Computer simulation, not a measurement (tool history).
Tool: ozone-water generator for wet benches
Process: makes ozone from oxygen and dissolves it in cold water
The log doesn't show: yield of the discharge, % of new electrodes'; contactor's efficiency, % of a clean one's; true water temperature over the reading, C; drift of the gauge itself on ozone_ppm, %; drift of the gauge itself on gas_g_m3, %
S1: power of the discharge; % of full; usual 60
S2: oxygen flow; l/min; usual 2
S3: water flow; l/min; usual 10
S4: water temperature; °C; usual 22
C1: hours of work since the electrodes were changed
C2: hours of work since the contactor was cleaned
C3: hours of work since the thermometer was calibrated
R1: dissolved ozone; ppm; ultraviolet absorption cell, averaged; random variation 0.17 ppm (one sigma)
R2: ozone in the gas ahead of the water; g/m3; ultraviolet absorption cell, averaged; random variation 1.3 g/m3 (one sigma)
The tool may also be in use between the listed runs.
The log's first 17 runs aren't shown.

| run | hour | S1 | S2 | S3 | S4 | C1 | C2 | C3 | R1 | R2 |
|---|---|---|---|---|---|---|---|---|---|---|
| 18 | 1440.5 | 98 | 1.15 | 8 | 22 | 1182 | 524 | 3515 | 36.4 | 435.8 |
| 19 | 1539.6 | 69 | 2 | 9 | 15 | 1250 | 593 | 3584 | 30.2 | 262.1 |
| 20 | 1636.7 | 59 | 1.61 | 12 | 25 | 1317 | 659 | 3651 | 17.7 | 255.1 |
| 21 | 1708.8 | 59 | 1.61 | 12 | 25 | 1367 | 709 | 3700 | 17.9 | 253.1 |
| 22 | 1766.4 | 71 | 3.27 | 12 | 25 | 1407 | 749 | 3740 | 21.3 | 210.1 |
| 23 | 1856.6 | 70 | 1.64 | 8 | 17 | 1469 | 811 | 3802 | 31.3 | 286.6 |
|  | 1926.7 | water thermometer calibrated |
| 24 | 1934.6 | 70 | 1.64 | 8 | 17 | 1522 | 864 | 5 | 31.5 | 285 |
| 25 | 1989.7 | 70 | 2.65 | 8 | 17 | 1560 | 902 | 43 | 32.9 | 227.1 |
| 26 | 2099.6 | 75 | 2.24 | 10 | 22 | 1636 | 978 | 119 | 26.6 | 258.9 |
| 27 | 2149.9 | 69 | 1.41 | 10 | 22 | 1671 | 1013 | 154 | 23.3 | 303 |
| 28 | 2261.6 | 60 | 2 | 10 | 25 | 1747 | 1090 | 231 | 21.3 | 232 |
| 29 | 2336.1 | 66 | 1.47 | 6 | 14 | 1799 | 1141 | 282 | 38.1 | 286.8 |
| 30 | 2411 | 60 | 2 | 12 | 27 | 1850 | 1193 | 334 | 17.7 | 232.5 |
| 31 | 2487.4 | 60 | 2 | 12 | 27 | 1903 | 1245 | 386 | 17.9 | 229.3 |
| 32 | 2584.5 | 60 | 1.62 | 8 | 19 | 1970 | 1312 | 453 | 27.3 | 252.1 |

Forecast each of these 5 alternatives for the next run:
| A | 2675.8 | 47 | 2 | 10 | 22 | 2033 | 1375 | 516 | ? | ? |
| B | 2675.8 | 78 | 2 | 12 | 22 | 2033 | 1375 | 516 | ? | ? |
| C | 2675.8 | 60 | 1.74 | 8 | 29 | 2033 | 1375 | 516 | ? | ? |
| D | 2675.8 | 43 | 2 | 12 | 22 | 2033 | 1375 | 516 | ? | ? |
| E | 2675.8 | 60 | 2 | 9 | 22 | 2033 | 1375 | 516 | ? | ? |

| run | R1 | R2 |
|---|---|---|
| A | 18.5 | 194.2 |
| B | 22.7 | 279.2 |
| C | 23.2 | 247.5 |
| D | 14.9 | 179.6 |
| E | 24.1 | 228.8 |
Without the tool's hidden state the same runs would have given:
| run | R1 | R2 |
|---|---|---|
| A | 19.5 | 201.7 |
| B | 24.4 | 295.9 |
| C | 24.6 | 259.6 |
| D | 15.6 | 185.9 |
| E | 25.6 | 240 |
